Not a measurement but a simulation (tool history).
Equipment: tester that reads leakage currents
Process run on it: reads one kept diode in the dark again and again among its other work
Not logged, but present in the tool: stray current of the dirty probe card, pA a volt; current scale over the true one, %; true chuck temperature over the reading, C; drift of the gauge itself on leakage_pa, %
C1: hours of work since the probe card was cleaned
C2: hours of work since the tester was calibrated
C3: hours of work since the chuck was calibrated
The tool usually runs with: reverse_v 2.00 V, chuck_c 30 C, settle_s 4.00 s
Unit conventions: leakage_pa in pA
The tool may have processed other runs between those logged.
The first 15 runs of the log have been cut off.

run 16 hour=2258.9 | reverse_v=2.00 chuck_c=52 settle_s=4.00 | C1=1440 C2=2319 C3=451 | leakage_pa=586.50
-- hour=2314.6 probe card cleaned and baked
run 17 hour=2407.1 | reverse_v=2.00 chuck_c=27 settle_s=4.00 | C1=39 C2=2381 C3=512 | leakage_pa=70.16
run 18 hour=2564.4 | reverse_v=2.00 chuck_c=27 settle_s=4.00 | C1=106 C2=2447 C3=579 | leakage_pa=69.84
run 19 hour=2746.1 | reverse_v=2.00 chuck_c=30 settle_s=4.00 | C1=183 C2=2524 C3=656 | leakage_pa=91.29
-- hour=2874.2 probe card cleaned and baked, once more
run 20 hour=2964.1 | reverse_v=2.29 chuck_c=30 settle_s=4.00 | C1=38 C2=2615 C3=747 | leakage_pa=96.41
run 21 hour=3092.8 | reverse_v=13.27 chuck_c=30 settle_s=4.00 | C1=93 C2=2670 C3=801 | leakage_pa=266.98
run 22 hour=3280.3 | reverse_v=2.00 chuck_c=30 settle_s=0.97 | C1=172 C2=2749 C3=880 | leakage_pa=88.95
run 23 hour=3413.3 | reverse_v=2.00 chuck_c=30 settle_s=0.97 | C1=228 C2=2805 C3=937 | leakage_pa=88.40
run 24 hour=3625.1 | reverse_v=1.81 chuck_c=36 settle_s=0.97 | C1=318 C2=2895 C3=1026 | leakage_pa=140.75
run 25 hour=3744.8 | reverse_v=2.00 chuck_c=34 settle_s=4.00 | C1=368 C2=2946 C3=1077 | leakage_pa=124.16
run 26 hour=3845.8 | reverse_v=1.63 chuck_c=30 settle_s=0.53 | C1=411 C2=2988 C3=1120 | leakage_pa=77.58
run 27 hour=3956.3 | reverse_v=1.00 chuck_c=30 settle_s=0.35 | C1=458 C2=3035 C3=1167 | leakage_pa=58.53
run 28 hour=4089.4 | reverse_v=1.75 chuck_c=23 settle_s=0.69 | C1=514 C2=3091 C3=1223 | leakage_pa=42.16
run 29 hour=4188.9 | reverse_v=1.19 chuck_c=23 settle_s=0.43 | C1=556 C2=3134 C3=1265 | leakage_pa=33.74
run 30 hour=4367.3 | reverse_v=1.19 chuck_c=23 settle_s=0.43 | C1=632 C2=3209 C3=1341 | leakage_pa=33.61
run 31 hour=4476.0 | reverse_v=1.19 chuck_c=23 settle_s=0.43 | C1=678 C2=3255 C3=1387 | leakage_pa=33.51
run 32 hour=4633.5 | reverse_v=2.00 chuck_c=30 settle_s=4.34 | C1=745 C2=3322 C3=1453 | leakage_pa=83.71
run 33 hour=4753.6 | reverse_v=5.64 chuck_c=30 settle_s=9.10 | C1=795 C2=3372 C3=1504 | leakage_pa=151.78
run 34 hour=4891.8 | reverse_v=4.08 chuck_c=26 settle_s=8.47 | C1=854 C2=3431 C3=1563 | leakage_pa=86.86
run 35 hour=5030.6 | reverse_v=1.65 chuck_c=33 settle_s=3.49 | C1=913 C2=3490 C3=1621 | leakage_pa=96.63
run 36 hour=5125.0 | reverse_v=1.65 chuck_c=33 settle_s=3.49 | C1=953 C2=3530 C3=1661 | leakage_pa=95.47
-- hour=5323.7 chuck's temperature calibrated
run 37 hour=5324.0 | reverse_v=1.65 chuck_c=33 settle_s=3.49 | C1=1036 C2=3613 C3=0 | leakage_pa=111.67
run 38 hour=5417.4 | reverse_v=1.65 chuck_c=33 settle_s=3.49 | C1=1075 C2=3653 C3=40 | leakage_pa=111.75
run 39 hour=5596.1 | reverse_v=2.79 chuck_c=47 settle_s=1.14 | C1=1151 C2=3728 C3=115 | leakage_pa=491.83

Each row is a separate what-if for the run after 39, all from the same tool condition, not one after another. Results?
run A hour=5795.9 | reverse_v=2.79 chuck_c=40 settle_s=0.35 | C1=1236 C2=3813 C3=200 | leakage_pa=?
run B hour=5795.9 | reverse_v=2.00 chuck_c=30 settle_s=0.40 | C1=1236 C2=3813 C3=200 | leakage_pa=?
run C hour=5795.9 | reverse_v=11.01 chuck_c=59 settle_s=0.35 | C1=1236 C2=3813 C3=200 | leakage_pa=?
run D hour=5795.9 | reverse_v=12.51 chuck_c=28 settle_s=3.28 | C1=1236 C2=3813 C3=200 | leakage_pa=?
run E hour=5795.9 | reverse_v=2.00 chuck_c=24 settle_s=4.00 | C1=1236 C2=3813 C3=200 | leakage_pa=?

run=A leakage_pa=274.52
run=B leakage_pa=95.30
run=C leakage_pa=2749.75
run=D leakage_pa=227.82
run=E leakage_pa=54.08
Stripped of hidden state, with their random variation kept, the same runs would have yielded:
run=A leakage_pa=277.20
run=B leakage_pa=96.12
run=C leakage_pa=2773.96
run=D leakage_pa=228.10
run=E leakage_pa=54.41

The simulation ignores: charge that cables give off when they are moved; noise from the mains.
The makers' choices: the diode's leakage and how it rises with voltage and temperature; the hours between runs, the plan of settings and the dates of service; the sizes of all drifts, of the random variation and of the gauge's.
